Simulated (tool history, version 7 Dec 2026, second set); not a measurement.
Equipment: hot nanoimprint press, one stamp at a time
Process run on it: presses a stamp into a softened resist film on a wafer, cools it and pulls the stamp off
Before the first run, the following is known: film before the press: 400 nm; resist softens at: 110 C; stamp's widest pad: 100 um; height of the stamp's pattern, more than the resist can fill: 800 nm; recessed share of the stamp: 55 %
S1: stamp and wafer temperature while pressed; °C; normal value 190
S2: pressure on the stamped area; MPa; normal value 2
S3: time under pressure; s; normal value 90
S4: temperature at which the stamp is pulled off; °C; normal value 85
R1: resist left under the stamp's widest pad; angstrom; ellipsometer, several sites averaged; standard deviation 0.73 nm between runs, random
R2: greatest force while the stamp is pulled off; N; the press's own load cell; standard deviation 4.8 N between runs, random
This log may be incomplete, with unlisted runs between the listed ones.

{"run": 1, "day": 0.0, "S1": 190, "S2": 2, "S3": 90, "S4": 85, "R1": 2332, "R2": 234}
{"run": 2, "day": 1.475, "S1": 190, "S2": 2, "S3": 90, "S4": 85, "R1": 2330, "R2": 235}
{"run": 3, "day": 3.412, "S1": 190, "S2": 2, "S3": 90, "S4": 85, "R1": 2323, "R2": 231}
{"day": 5.642, "done": "stamp cleaned and given a new release coat"}
{"run": 4, "day": 5.662, "S1": 190, "S2": 2, "S3": 90, "S4": 85, "R1": 2322, "R2": 224}
{"run": 5, "day": 7.788, "S1": 190, "S2": 2, "S3": 90, "S4": 85, "R1": 2329, "R2": 233}
{"run": 6, "day": 10.446, "S1": 192, "S2": 2, "S3": 90, "S4": 85, "R1": 2185, "R2": 241}
{"run": 7, "day": 12.267, "S1": 192, "S2": 2, "S3": 90, "S4": 85, "R1": 2182, "R2": 236}
{"run": 8, "day": 13.517, "S1": 192, "S2": 2, "S3": 90, "S4": 85, "R1": 2194, "R2": 235}
{"day": 15.617, "done": "plate thermocouple calibrated"}
{"run": 9, "day": 16.425, "S1": 192, "S2": 2, "S3": 90, "S4": 85, "R1": 2173, "R2": 234}
{"run": 10, "day": 18.154, "S1": 192, "S2": 2, "S3": 90, "S4": 85, "R1": 2176, "R2": 237}
{"run": 11, "day": 19.992, "S1": 192, "S2": 2, "S3": 90, "S4": 85, "R1": 2184, "R2": 231}
{"run": 12, "day": 21.729, "S1": 192, "S2": 2, "S3": 90, "S4": 85, "R1": 2185, "R2": 231}
{"run": 13, "day": 23.638, "S1": 190, "S2": 2, "S3": 114, "S4": 85, "R1": 2161, "R2": 237}
{"day": 25.296, "done": "stamp cleaned and given a new release coat"}
{"run": 14, "day": 26.296, "S1": 180, "S2": 2, "S3": 90, "S4": 85, "R1": 3033, "R2": 232}
{"run": 15, "day": 27.917, "S1": 190, "S2": 3.14, "S3": 90, "S4": 85, "R1": 1903, "R2": 228}
{"run": 16, "day": 29.65, "S1": 200, "S2": 1.51, "S3": 90, "S4": 85, "R1": 1946, "R2": 244}
{"run": 17, "day": 31.412, "S1": 197, "S2": 1.68, "S3": 67, "S4": 81, "R1": 2240, "R2": 245}
{"run": 18, "day": 32.904, "S1": 180, "S2": 2, "S3": 90, "S4": 85, "R1": 3042, "R2": 241}
{"day": 33.271, "done": "plate thermocouple calibrated"}
{"run": 19, "day": 34.667, "S1": 190, "S2": 1.46, "S3": 90, "S4": 83, "R1": 2614, "R2": 250}
{"run": 20, "day": 37.454, "S1": 190, "S2": 2, "S3": 90, "S4": 82, "R1": 2329, "R2": 248}
{"run": 21, "day": 39.25, "S1": 190, "S2": 2, "S3": 180, "S4": 82, "R1": 1837, "R2": 241}
{"day": 42.154, "done": "press's hydraulic seals changed and the load cell set to zero"}
{"run": 22, "day": 42.538, "S1": 194, "S2": 2, "S3": 150, "S4": 75, "R1": 1713, "R2": 266}
{"run": 23, "day": 43.9, "S1": 190, "S2": 2, "S3": 172, "S4": 85, "R1": 1879, "R2": 234}
{"day": 45.225, "done": "stamp cleaned and given a new release coat"}
{"run": 24, "day": 45.996, "S1": 190, "S2": 2, "S3": 137, "S4": 85, "R1": 2028, "R2": 230}
{"run": 25, "day": 48.162, "S1": 190, "S2": 2, "S3": 137, "S4": 85, "R1": 2037, "R2": 240}
{"run": 26, "day": 49.788, "S1": 190, "S2": 2, "S3": 137, "S4": 85, "R1": 2044, "R2": 232}
{"day": 51.075, "done": "plate thermocouple calibrated"}
{"run": 27, "day": 52.579, "S1": 190, "S2": 2, "S3": 137, "S4": 85, "R1": 2018, "R2": 234}
{"run": 28, "day": 54.154, "S1": 190, "S2": 2, "S3": 137, "S4": 85, "R1": 2025, "R2": 233}
{"run": 29, "day": 55.608, "S1": 190, "S2": 2, "S3": 137, "S4": 85, "R1": 2020, "R2": 232}

Forecast each of these 4 alternatives for the next run:
{"run": "A", "day": 58.467, "S1": 196, "S2": 2, "S3": 137, "S4": 92, "R1": "?", "R2": "?"}
{"run": "B", "day": 58.467, "S1": 190, "S2": 2, "S3": 170, "S4": 85, "R1": "?", "R2": "?"}
{"run": "C", "day": 58.467, "S1": 182, "S2": 2, "S3": 137, "S4": 85, "R1": "?", "R2": "?"}
{"run": "D", "day": 58.467, "S1": 197, "S2": 1.58, "S3": 90, "S4": 88, "R1": "?", "R2": "?"}

run=A R1=1654 R2=220
run=B R1=1878 R2=236
run=C R1=2590 R2=244
run=D R1=2085 R2=235
What these runs would have given with no unlogged condition in the tool:
run=A R1=1654 R2=219
run=B R1=1877 R2=236
run=C R1=2590 R2=243
run=D R1=2084 R2=234
